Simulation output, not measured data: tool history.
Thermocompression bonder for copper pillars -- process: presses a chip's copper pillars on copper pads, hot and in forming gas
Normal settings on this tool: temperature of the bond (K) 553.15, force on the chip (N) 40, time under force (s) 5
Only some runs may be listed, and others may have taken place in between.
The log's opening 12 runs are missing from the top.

| run | hour | temperature of the bond (K) | force on the chip (N) | time under force (s) | force that shears a chip off (N) |
|---|---|---|---|---|---|
| 13 | 148.7 | 553.15 | 40 | 5 | 57.8 |
| 14 | 160.6 | 553.15 | 40 | 5 | 58.1 |
| 15 | 175.1 | 553.15 | 40 | 5 | 57.8 |
| 16 | 186.8 | 553.15 | 40 | 5 | 57.8 |
| 17 | 202.3 | 553.15 | 40 | 5 | 58.1 |
| 18 | 218.6 | 553.15 | 40 | 5 | 58.2 |
| 19 | 231.8 | 581.15 | 55 | 11 | 107.3 |
| 20 | 246.8 | 581.15 | 55 | 11 | 108.1 |
| 21 | 259.3 | 581.15 | 55 | 11 | 107.8 |
| 22 | 272.4 | 530.15 | 50 | 11 | 74.1 |
| 23 | 289.8 | 530.15 | 50 | 11 | 74.4 |

Forecast run 24:
| 24 | 304.5 | 525.15 | 59 | 11 | ? |

Run 24 gave force that shears a chip off (N) 79.8.
With no hidden state in the tool, this same run would have given force that shears a chip off (N) 81.3.

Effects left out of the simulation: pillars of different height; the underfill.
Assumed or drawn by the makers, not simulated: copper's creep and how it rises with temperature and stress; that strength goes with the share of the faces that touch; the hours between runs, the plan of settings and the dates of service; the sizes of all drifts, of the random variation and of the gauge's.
